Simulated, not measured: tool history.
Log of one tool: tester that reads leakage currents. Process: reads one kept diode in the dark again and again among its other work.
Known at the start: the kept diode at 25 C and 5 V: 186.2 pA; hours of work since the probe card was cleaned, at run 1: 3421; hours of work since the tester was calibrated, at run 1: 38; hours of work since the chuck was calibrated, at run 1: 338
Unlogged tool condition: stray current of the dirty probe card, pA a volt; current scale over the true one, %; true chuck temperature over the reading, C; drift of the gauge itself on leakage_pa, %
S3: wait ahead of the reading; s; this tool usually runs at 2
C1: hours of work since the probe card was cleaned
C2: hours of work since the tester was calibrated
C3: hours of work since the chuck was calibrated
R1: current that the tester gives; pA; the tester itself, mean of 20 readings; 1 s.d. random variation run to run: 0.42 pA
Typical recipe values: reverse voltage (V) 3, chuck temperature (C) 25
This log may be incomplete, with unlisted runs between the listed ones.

run 1 hour=0 | reverse_voltage_(V)=3 chuck_temperature_(C)=25 S3=2 | C1=3421 C2=38 C3=338 | R1=138.18
-- hour=46.8 probe card cleaned and baked
run 2 hour=105.2 | reverse_voltage_(V)=3 chuck_temperature_(C)=25 S3=2 | C1=44 C2=116 C3=416 | R1=138.88
run 3 hour=215.5 | reverse_voltage_(V)=3 chuck_temperature_(C)=25 S3=5.96 | C1=128 C2=199 C3=500 | R1=138.73
run 4 hour=308.9 | reverse_voltage_(V)=3 chuck_temperature_(C)=25 S3=5.96 | C1=199 C2=270 C3=571 | R1=138.11
run 5 hour=426.6 | reverse_voltage_(V)=3 chuck_temperature_(C)=25 S3=2 | C1=288 C2=359 C3=660 | R1=138.71
run 6 hour=521.1 | reverse_voltage_(V)=3 chuck_temperature_(C)=25 S3=2 | C1=360 C2=431 C3=732 | R1=138.45
run 7 hour=615.3 | reverse_voltage_(V)=3 chuck_temperature_(C)=25 S3=2 | C1=432 C2=503 C3=803 | R1=137.92
run 8 hour=702.1 | reverse_voltage_(V)=1.88 chuck_temperature_(C)=25 S3=2 | C1=498 C2=569 C3=869 | R1=105.16
run 9 hour=784.5 | reverse_voltage_(V)=1.88 chuck_temperature_(C)=25 S3=2 | C1=560 C2=631 C3=932 | R1=105.08
run 10 hour=906.4 | reverse_voltage_(V)=1.73 chuck_temperature_(C)=25 S3=2 | C1=653 C2=724 C3=1024 | R1=100.38
run 11 hour=980.7 | reverse_voltage_(V)=1.73 chuck_temperature_(C)=25 S3=2 | C1=709 C2=780 C3=1081 | R1=99.41
run 12 hour=1064.6 | reverse_voltage_(V)=1.73 chuck_temperature_(C)=25 S3=2 | C1=773 C2=844 C3=1144 | R1=99.9
run 13 hour=1155.5 | reverse_voltage_(V)=1.73 chuck_temperature_(C)=25 S3=2 | C1=842 C2=913 C3=1213 | R1=99.89
run 14 hour=1209.1 | reverse_voltage_(V)=3 chuck_temperature_(C)=32 S3=2 | C1=883 C2=954 C3=1254 | R1=247.73
run 15 hour=1297.6 | reverse_voltage_(V)=3 chuck_temperature_(C)=38 S3=2 | C1=950 C2=1021 C3=1321 | R1=398.95
run 16 hour=1378.5 | reverse_voltage_(V)=3 chuck_temperature_(C)=38 S3=2 | C1=1011 C2=1082 C3=1383 | R1=397.73
run 17 hour=1492.4 | reverse_voltage_(V)=3 chuck_temperature_(C)=25 S3=2 | C1=1098 C2=1169 C3=1469 | R1=138.98
run 18 hour=1589.7 | reverse_voltage_(V)=3 chuck_temperature_(C)=52 S3=2 | C1=1172 C2=1243 C3=1543 | R1=1139.69
run 19 hour=1688.4 | reverse_voltage_(V)=3 chuck_temperature_(C)=25 S3=9.08 | C1=1246 C2=1318 C3=1618 | R1=137.56
run 20 hour=1812.9 | reverse_voltage_(V)=3.82 chuck_temperature_(C)=25 S3=9.08 | C1=1341 C2=1412 C3=1713 | R1=160.37
run 21 hour=1933 | reverse_voltage_(V)=3 chuck_temperature_(C)=53 S3=2 | C1=1432 C2=1503 C3=1804 | R1=1221.44
run 22 hour=2035.4 | reverse_voltage_(V)=10.17 chuck_temperature_(C)=22 S3=2 | C1=1510 C2=1581 C3=1882 | R1=220.48
run 23 hour=2087.8 | reverse_voltage_(V)=2.88 chuck_temperature_(C)=48 S3=1.76 | C1=1550 C2=1621 C3=1921 | R1=829.06
run 24 hour=2142.6 | reverse_voltage_(V)=2.88 chuck_temperature_(C)=48 S3=1.76 | C1=1591 C2=1663 C3=1963 | R1=825.79
run 25 hour=2242.6 | reverse_voltage_(V)=1.14 chuck_temperature_(C)=25 S3=1.22 | C1=1667 C2=1739 C3=2039 | R1=78.59
run 26 hour=2312.6 | reverse_voltage_(V)=1.14 chuck_temperature_(C)=25 S3=1.22 | C1=1720 C2=1792 C3=2092 | R1=78.25
run 27 hour=2393.2 | reverse_voltage_(V)=3 chuck_temperature_(C)=35 S3=5.19 | C1=1782 C2=1853 C3=2153 | R1=313.79
-- hour=2406.3 chuck's temperature calibrated
run 28 hour=2501.9 | reverse_voltage_(V)=7.46 chuck_temperature_(C)=44 S3=4.16 | C1=1863 C2=1934 C3=73 | R1=1083.81
run 29 hour=2567.6 | reverse_voltage_(V)=7.46 chuck_temperature_(C)=44 S3=7.68 | C1=1913 C2=1984 C3=122 | R1=1076.53
run 30 hour=2667.9 | reverse_voltage_(V)=7.46 chuck_temperature_(C)=44 S3=7.68 | C1=1989 C2=2060 C3=199 | R1=1083.81
run 31 hour=2780.3 | reverse_voltage_(V)=7.46 chuck_temperature_(C)=44 S3=7.68 | C1=2074 C2=2145 C3=284 | R1=1079.83
run 32 hour=2852.8 | reverse_voltage_(V)=4.04 chuck_temperature_(C)=44 S3=7.68 | C1=2129 C2=2200 C3=339 | R1=752.94
-- hour=2865.2 tester calibrated
run 33 hour=2936.4 | reverse_voltage_(V)=2.67 chuck_temperature_(C)=58 S3=7.68 | C1=2191 C2=54 C3=401 | R1=1619.71
run 34 hour=3039.8 | reverse_voltage_(V)=3 chuck_temperature_(C)=25 S3=0.79 | C1=2270 C2=133 C3=479 | R1=138.92
run 35 hour=3104.2 | reverse_voltage_(V)=1.63 chuck_temperature_(C)=40 S3=2 | C1=2319 C2=182 C3=528 | R1=325.44
run 36 hour=3229.7 | reverse_voltage_(V)=3.81 chuck_temperature_(C)=40 S3=2 | C1=2414 C2=277 C3=624 | R1=533
run 37 hour=3337.6 | reverse_voltage_(V)=2.57 chuck_temperature_(C)=29 S3=2 | C1=2496 C2=359 C3=706 | R1=177.25
run 38 hour=3425.8 | reverse_voltage_(V)=5.52 chuck_temperature_(C)=25 S3=0.44 | C1=2563 C2=426 C3=773 | R1=201.22
run 39 hour=3519.9 | reverse_voltage_(V)=7.14 chuck_temperature_(C)=25 S3=0.84 | C1=2634 C2=497 C3=844 | R1=232.71
run 40 hour=3630.3 | reverse_voltage_(V)=11.25 chuck_temperature_(C)=20 S3=5.06 | C1=2718 C2=581 C3=928 | R1=195.84

Measured result minus the same run's result without the hidden state. Both carry the same run-to-run variation, though not necessarily the same gauge scatter:
run=1 R1=+0.09
run=2 R1=+0.04
run=3 R1=+0.05
run=4 R1=+0.06
run=5 R1=+0.07
run=6 R1=+0.08
run=7 R1=+0.09
run=8 R1=+0.07
run=9 R1=+0.07
run=10 R1=+0.08
run=11 R1=+0.08
run=12 R1=+0.09
run=13 R1=+0.1
run=14 R1=+0.23
run=15 R1=+0.37
run=16 R1=+0.39
run=17 R1=+0.16
run=18 R1=+1.12
run=19 R1=+0.18
run=20 R1=+0.23
run=21 R1=+1.41
run=22 R1=+0.39
run=23 R1=+1.06
run=24 R1=+1.07
run=25 R1=+0.13
run=26 R1=+0.14
run=27 R1=+0.5
run=28 R1=+0.33
run=29 R1=+0.37
run=30 R1=+0.44
run=31 R1=+0.49
run=32 R1=+0.36
run=33 R1=+0.46
run=34 R1=+0.09
run=35 R1=+0.15
run=36 R1=+0.29
run=37 R1=+0.13
run=38 R1=+0.2
run=39 R1=+0.26
run=40 R1=+0.32
